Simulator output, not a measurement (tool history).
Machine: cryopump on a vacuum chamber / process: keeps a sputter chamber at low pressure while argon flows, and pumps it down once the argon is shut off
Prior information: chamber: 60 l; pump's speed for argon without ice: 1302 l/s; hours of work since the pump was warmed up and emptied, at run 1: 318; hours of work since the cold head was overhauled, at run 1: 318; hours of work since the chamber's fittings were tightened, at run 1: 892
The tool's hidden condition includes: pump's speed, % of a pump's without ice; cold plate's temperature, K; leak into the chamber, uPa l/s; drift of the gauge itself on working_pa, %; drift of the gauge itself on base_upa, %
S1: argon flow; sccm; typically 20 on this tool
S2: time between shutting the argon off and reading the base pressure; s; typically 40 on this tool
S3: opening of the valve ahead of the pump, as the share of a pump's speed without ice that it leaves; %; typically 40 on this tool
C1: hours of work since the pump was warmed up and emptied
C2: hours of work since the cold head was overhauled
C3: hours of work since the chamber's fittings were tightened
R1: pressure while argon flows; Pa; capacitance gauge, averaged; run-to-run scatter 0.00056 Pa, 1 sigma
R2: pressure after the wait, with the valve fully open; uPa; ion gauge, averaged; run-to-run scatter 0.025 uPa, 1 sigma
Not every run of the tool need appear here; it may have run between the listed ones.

Run 1, hour 0: usual settings; C1 318; C2 318; C3 892. Result: R1 0.067 Pa, R2 1.56 uPa.
Run 2, hour 17.4: usual settings; C1 326; C2 326; C3 900. Result: R1 0.0671 Pa, R2 1.48 uPa.
Run 3, hour 36.7: usual settings; C1 334; C2 334; C3 909. Result: R1 0.0678 Pa, R2 1.51 uPa.
Run 4, hour 48.8: usual settings; C1 340; C2 340; C3 914. Result: R1 0.0678 Pa, R2 1.51 uPa.
Run 5, hour 75: usual settings; C1 352; C2 352; C3 926. Result: R1 0.0666 Pa, R2 1.57 uPa.
Run 6, hour 86.8: usual settings; C1 357; C2 357; C3 931. Result: R1 0.0682 Pa, R2 1.53 uPa.
Run 7, hour 104.4: usual settings; C1 365; C2 365; C3 939. Result: R1 0.0676 Pa, R2 1.56 uPa.
Run 8, hour 124.2: usual settings but S1 29 sccm; C1 374; C2 374; C3 948. Result: R1 0.0966 Pa, R2 1.62 uPa.
Run 9, hour 137.6: usual settings but S1 29 sccm; C1 380; C2 380; C3 954. Result: R1 0.0993 Pa, R2 1.5 uPa.
Run 10, hour 155.9: usual settings but S1 29 sccm; C1 388; C2 388; C3 963. Result: R1 0.0985 Pa, R2 1.57 uPa.
Run 11, hour 176.5: usual settings but S1 29 sccm; C1 398; C2 398; C3 972. Result: R1 0.0985 Pa, R2 1.61 uPa.
Run 12, hour 193: usual settings but S2 114 s; C1 405; C2 405; C3 979. Result: R1 0.0679 Pa, R2 1.06 uPa.
Run 13, hour 204.7: usual settings but S2 114 s; C1 411; C2 411; C3 985. Result: R1 0.0685 Pa, R2 1.06 uPa.
Run 14, hour 230.4: usual settings but S2 114 s; C1 422; C2 422; C3 996. Result: R1 0.0686 Pa, R2 1.07 uPa.
Run 15, hour 257: usual settings; C1 434; C2 434; C3 1008. Result: R1 0.0684 Pa, R2 1.62 uPa.
Run 16, hour 269.5: usual settings but S1 11 sccm; C1 440; C2 440; C3 1014. Result: R1 0.0384 Pa, R2 1.63 uPa.
Run 17, hour 296: usual settings but S2 21 s; C1 452; C2 452; C3 1026. Result: R1 0.0671 Pa, R2 2.28 uPa.
Run 18, hour 311.1: usual settings but S1 16 sccm, S3 23 %; C1 459; C2 459; C3 1033. Result: R1 0.0925 Pa, R2 1.63 uPa.
Run 19, hour 323.5: usual settings but S1 10 sccm; C1 464; C2 464; C3 1039. Result: R1 0.0339 Pa, R2 1.6 uPa.
Run 20, hour 341: usual settings but S1 8 sccm, S2 44 s, S3 15 %; C1 472; C2 472; C3 1047. Result: R1 0.0705 Pa, R2 1.56 uPa.
Run 21, hour 352.4: usual settings but S2 27 s, S3 54 %; C1 478; C2 478; C3 1052. Result: R1 0.0512 Pa, R2 2.04 uPa.
Run 22, hour 375.9: usual settings but S2 297 s, S3 31 %; C1 488; C2 488; C3 1062. Result: R1 0.0869 Pa, R2 0.92 uPa.
Run 23, hour 392.5: usual settings but S2 233 s, S3 59 %; C1 496; C2 496; C3 1070. Result: R1 0.0488 Pa, R2 0.98 uPa.
Run 24, hour 411: usual settings but S1 10 sccm, S3 52 %; C1 504; C2 504; C3 1078. Result: R1 0.028 Pa, R2 1.69 uPa.
Run 25, hour 428.6: usual settings but S1 29 sccm, S2 24 s; C1 512; C2 512; C3 1086. Result: R1 0.0995 Pa, R2 2.2 uPa.
Run 26, hour 440.3: usual settings but S1 15 sccm, S2 24 s, S3 16 %; C1 517; C2 517; C3 1092. Result: R1 0.1248 Pa, R2 2.23 uPa.
Run 27, hour 460.6: usual settings but S1 27 sccm, S2 116 s, S3 38 %; C1 527; C2 527; C3 1101. Result: R1 0.0982 Pa, R2 1.14 uPa.
Run 28, hour 479.9: usual settings but S1 12 sccm, S2 92 s, S3 20 %; C1 535; C2 535; C3 1110. Result: R1 0.0802 Pa, R2 1.2 uPa.
Run 29, hour 495.7: usual settings but S1 10 sccm, S2 26 s; C1 543; C2 543; C3 1117. Result: R1 0.0339 Pa, R2 2.13 uPa.
Run 30, hour 509.6: usual settings but S1 10 sccm, S2 26 s; C1 549; C2 549; C3 1123. Result: R1 0.0344 Pa, R2 2.13 uPa.
Run 31, hour 535.5: usual settings but S1 10 sccm, S2 26 s; C1 561; C2 561; C3 1135. Result: R1 0.0342 Pa, R2 2.14 uPa.
Run 32, hour 559.1: usual settings but S1 33 sccm; C1 571; C2 571; C3 1145. Result: R1 0.1139 Pa, R2 1.66 uPa.
Run 33, hour 579.3: usual settings but S1 33 sccm; C1 580; C2 580; C3 1155. Result: R1 0.1161 Pa, R2 1.74 uPa.
Run 34, hour 592.2: usual settings but S1 33 sccm; C1 586; C2 586; C3 1160. Result: R1 0.1154 Pa, R2 1.69 uPa.

Each row is a separate what-if for the run after 34, all from the same tool condition, not one after another. Results?
Run A, hour 615.3: usual settings but S1 30 sccm, S3 34 %; C1 597; C2 597; C3 1171. Result: R1 ?, R2 ?.
Run B, hour 615.3: usual settings but S3 33 %; C1 597; C2 597; C3 1171. Result: R1 ?, R2 ?.
Run C, hour 615.3: usual settings but S1 38 sccm, S2 124 s; C1 597; C2 597; C3 1171. Result: R1 ?, R2 ?.
Run D, hour 615.3: usual settings but S1 11 sccm, S2 70 s, S3 35 %; C1 597; C2 597; C3 1171. Result: R1 ?, R2 ?.

run      R1    R2
  A  0.1212  1.76
  B  0.0835  1.71
  C  0.1324   1.2
  D  0.0429  1.37
With no hidden state in the tool, these same runs would have given:
run      R1    R2
  A  0.1142  1.08
  B  0.0789  1.03
  C  0.1236  0.52
  D  0.0403   0.7
